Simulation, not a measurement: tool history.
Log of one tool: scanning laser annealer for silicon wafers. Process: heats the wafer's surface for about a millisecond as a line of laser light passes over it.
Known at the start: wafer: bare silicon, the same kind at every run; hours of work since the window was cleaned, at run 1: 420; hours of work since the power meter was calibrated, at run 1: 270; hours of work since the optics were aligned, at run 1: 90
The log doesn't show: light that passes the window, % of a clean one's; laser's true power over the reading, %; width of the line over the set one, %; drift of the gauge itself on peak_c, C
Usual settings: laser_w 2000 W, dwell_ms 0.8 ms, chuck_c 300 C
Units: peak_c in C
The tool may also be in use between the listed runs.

run	hour	laser_w	dwell_ms	chuck_c	hours of work since the window was cleaned	hours of work since the power meter was calibrated	hours of work since the optics were aligned	peak_c
1	0	2000	0.8	300	420	270	90	1021
2	8.2	2000	0.8	300	426	275	95	1017
3	28	2000	0.8	300	439	288	108	1021
4	42	2000	0.8	300	448	298	117	1017
5	56.2	2000	0.8	300	457	307	127	1016
6	69.4	2100	0.8	300	466	316	135	1066
7	87.2	2100	0.8	300	478	327	147	1064
8	101.8	1824	0.8	300	487	337	157	939
9	121.3	2000	0.845	300	500	350	170	1035
10	136.8	2000	0.8	330	511	360	180	1050
11	148.6	2000	0.8	300	518	368	188	1018
12	162.6	2000	0.8	300	528	377	197	1017
13	180.8	2000	0.8	300	540	389	209	1017
14	191.4	2000	0.8	300	547	396	216	1015
15	207.9	2000	0.8	300	557	407	227	1021
16	226.3	2000	0.8	300	570	419	239	1019
17	239	2000	0.8	300	578	428	247	1015
18	253.2	2000	0.8	300	587	437	257	1018
19	266.4	1701	0.7	321	596	446	265	869
20	276.1	1748	0.8	335	603	452	272	942
21	287	1748	0.8	335	610	459	279	939
# hour 295.3: window over the wafer cleaned
22	297.8	2000	0.8	305	2	465	285	1023
23	318.2	2000	0.757	305	15	478	298	1005
24	330.6	2000	0.757	305	23	487	307	1003
25	346.3	1961	0.582	303	34	497	317	910
26	356.1	2029	0.837	303	40	503	323	1050
27	366	1952	0.946	319	47	510	330	1066
28	381.9	2051	0.951	269	57	520	340	1072
29	393.2	2000	0.587	316	65	528	348	940
30	413.3	2000	0.587	316	78	541	361	940
31	425.6	2000	0.587	316	86	549	369	942
32	440.2	2000	0.862	267	96	559	379	1008
33	460	1734	0.614	274	109	572	392	802
34	476.7	1734	0.614	274	120	583	403	803
35	488.6	2000	0.8	309	128	591	411	1027

3 ways to go on from here, each from the tool as it stands after run 35. What would each give?
A	505.3	1975	0.817	289	139	602	422	?
B	505.3	2096	0.847	279	139	602	422	?
C	505.3	2191	0.643	303	139	602	422	?

run	peak_c
A	1004
B	1062
C	1034
Without the tool's hidden state the same runs would have given:
run	peak_c
A	1004
B	1062
C	1034
